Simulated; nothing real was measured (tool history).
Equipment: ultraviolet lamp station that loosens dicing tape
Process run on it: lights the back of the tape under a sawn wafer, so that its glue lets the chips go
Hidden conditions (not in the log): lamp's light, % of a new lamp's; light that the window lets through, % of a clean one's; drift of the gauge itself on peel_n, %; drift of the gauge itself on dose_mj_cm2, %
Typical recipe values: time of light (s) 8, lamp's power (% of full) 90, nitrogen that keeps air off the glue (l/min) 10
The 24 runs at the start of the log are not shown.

| run | hour | time of light (s) | lamp's power (% of full) | nitrogen that keeps air off the glue (l/min) | hours of work of the lamp | hours of work since the window was cleaned | force that peels the tape off (N) | light that reached the tape (J/m2) |
|---|---|---|---|---|---|---|---|---|
| 25 | 1539.6 | 7 | 85 | 17 | 383 | 140 | 0.261 | 4010 |
| 26 | 1576.9 | 6 | 61 | 3 | 411 | 168 | 1.775 | 2500 |
| 27 | 1648 | 6 | 61 | 3 | 465 | 221 | 1.728 | 2490 |
| 28 | 1728.3 | 6 | 61 | 3 | 525 | 282 | 1.773 | 2440 |
| 29 | 1791.2 | 15 | 61 | 15 | 573 | 329 | 0.234 | 6080 |
| 30 | 1876.7 | 8 | 73 | 15 | 637 | 394 | 0.267 | 3890 |
| 31 | 1925.8 | 8 | 77 | 5 | 674 | 431 | 0.467 | 4030 |
| 32 | 1979.3 | 14 | 73 | 12 | 714 | 471 | 0.225 | 6840 |
|  | 2021.4 | window cleaned of glue's vapour |
| 33 | 2066 | 14 | 73 | 12 | 779 | 34 | 0.206 | 6790 |
| 34 | 2131.8 | 5 | 83 | 18 | 829 | 83 | 0.419 | 2740 |
| 35 | 2184.8 | 5 | 83 | 18 | 869 | 123 | 0.402 | 2710 |
| 36 | 2261.3 | 5 | 90 | 9 | 927 | 181 | 0.543 | 2980 |

Alternative continuations, all from the tool just after run 36; predict every row:
| A | 2319.8 | 10 | 88 | 6 | 971 | 225 | ? | ? |
| B | 2319.8 | 8 | 78 | 10 | 971 | 225 | ? | ? |
| C | 2319.8 | 5 | 78 | 5 | 971 | 225 | ? | ? |

| run | force that peels the tape off (N) | light that reached the tape (J/m2) |
|---|---|---|
| A | 0.256 | 5850 |
| B | 0.301 | 4140 |
| C | 1.144 | 2640 |
With the hidden condition removed and each run's random variation left untouched, the same runs would have given:
| run | force that peels the tape off (N) | light that reached the tape (J/m2) |
|---|---|---|
| A | 0.256 | 5860 |
| B | 0.3 | 4150 |
| C | 1.138 | 2650 |
